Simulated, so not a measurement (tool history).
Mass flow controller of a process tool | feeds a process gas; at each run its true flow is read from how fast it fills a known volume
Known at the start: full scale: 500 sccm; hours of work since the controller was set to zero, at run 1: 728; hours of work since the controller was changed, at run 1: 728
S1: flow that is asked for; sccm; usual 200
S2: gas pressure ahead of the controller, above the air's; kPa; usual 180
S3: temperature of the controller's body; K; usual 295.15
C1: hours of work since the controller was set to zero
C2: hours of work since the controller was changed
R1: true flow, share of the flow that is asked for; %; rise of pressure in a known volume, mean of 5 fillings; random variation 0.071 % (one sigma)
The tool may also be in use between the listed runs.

| run | hour | S1 | S2 | S3 | C1 | C2 | R1 |
|---|---|---|---|---|---|---|---|
| 1 | 0 | 200 | 180 | 295.15 | 728 | 728 | 99.92 |
| 2 | 183.8 | 72 | 180 | 295.15 | 836 | 836 | 100.39 |
| 3 | 524 | 72 | 180 | 295.15 | 1037 | 1037 | 100.59 |
| 4 | 730.9 | 72 | 180 | 295.15 | 1160 | 1160 | 100.76 |
| 5 | 1054.9 | 72 | 180 | 295.15 | 1351 | 1351 | 100.95 |
| 6 | 1217.2 | 72 | 180 | 295.15 | 1447 | 1447 | 100.97 |
| 7 | 1438.3 | 72 | 180 | 295.15 | 1578 | 1578 | 101.16 |
| 8 | 1698.5 | 72 | 180 | 301.15 | 1731 | 1731 | 100.54 |
| 9 | 1908.3 | 72 | 180 | 301.15 | 1855 | 1855 | 100.76 |
| 10 | 2054.7 | 200 | 180 | 295.15 | 1942 | 1942 | 100.34 |
| 11 | 2397.5 | 200 | 180 | 295.15 | 2144 | 2144 | 100.38 |
| 12 | 2551.3 | 200 | 180 | 295.15 | 2235 | 2235 | 100.37 |
| 13 | 2727.1 | 200 | 180 | 295.15 | 2339 | 2339 | 100.27 |
| 14 | 3028.1 | 200 | 180 | 295.15 | 2517 | 2517 | 100.43 |
| 15 | 3277.1 | 200 | 180 | 295.15 | 2664 | 2664 | 100.45 |
| 16 | 3564.1 | 200 | 180 | 295.15 | 2834 | 2834 | 100.41 |
| 17 | 3782.6 | 57 | 180 | 295.15 | 2963 | 2963 | 103.57 |
| 18 | 4087.3 | 57 | 180 | 295.15 | 3143 | 3143 | 103.92 |
| 19 | 4344 | 57 | 180 | 295.15 | 3295 | 3295 | 103.93 |
| 20 | 4691 | 175 | 195 | 294.15 | 3500 | 3500 | 100.94 |
| 21 | 5011.8 | 200 | 156 | 311.15 | 3689 | 3689 | 98.69 |
| 22 | 5206.5 | 200 | 156 | 302.15 | 3804 | 3804 | 99.74 |
| 23 | 5361 | 385 | 156 | 297.15 | 3896 | 3896 | 100.06 |
| 24 | 5547 | 375 | 250 | 296.15 | 4006 | 4006 | 100.71 |
|  | 5576 | controller's zero set anew |
| 25 | 5803.8 | 137 | 250 | 297.15 | 135 | 4157 | 102.14 |
| 26 | 6152.8 | 137 | 250 | 297.15 | 341 | 4363 | 102.17 |
| 27 | 6476.5 | 123 | 170 | 294.15 | 532 | 4555 | 102.46 |
| 28 | 6790.8 | 123 | 170 | 294.15 | 718 | 4740 | 102.41 |
|  | 7032.8 | controller's zero set anew, once more |
| 29 | 7128.6 | 123 | 170 | 294.15 | 57 | 4940 | 98.83 |
| 30 | 7400.4 | 123 | 170 | 294.15 | 217 | 5100 | 98.79 |
| 31 | 7747.1 | 123 | 169 | 294.15 | 422 | 5305 | 98.96 |
| 32 | 7972.4 | 89 | 180 | 297.15 | 555 | 5438 | 98.73 |
| 33 | 8316.8 | 200 | 212 | 294.15 | 759 | 5642 | 99.3 |
| 34 | 8469 | 109 | 152 | 296.15 | 849 | 5732 | 98.9 |
| 35 | 8614.5 | 109 | 152 | 296.15 | 935 | 5818 | 99.11 |
| 36 | 8814 | 109 | 152 | 296.15 | 1053 | 5936 | 98.96 |
| 37 | 9050.9 | 109 | 155 | 296.15 | 1193 | 6076 | 99.33 |

Forecast each of these 4 alternatives for the next run:
| A | 9289.7 | 55 | 153 | 296.15 | 1334 | 6217 | ? |
| B | 9289.7 | 200 | 180 | 304.15 | 1334 | 6217 | ? |
| C | 9289.7 | 416 | 245 | 296.15 | 1334 | 6217 | ? |
| D | 9289.7 | 347 | 180 | 295.15 | 1334 | 6217 | ? |

| run | R1 |
|---|---|
| A | 100.37 |
| B | 98.12 |
| C | 99.72 |
| D | 99.22 |
Without the tool's hidden state the same runs would have given:
| run | R1 |
|---|---|
| A | 98.91 |
| B | 98.37 |
| C | 100.31 |
| D | 99.75 |

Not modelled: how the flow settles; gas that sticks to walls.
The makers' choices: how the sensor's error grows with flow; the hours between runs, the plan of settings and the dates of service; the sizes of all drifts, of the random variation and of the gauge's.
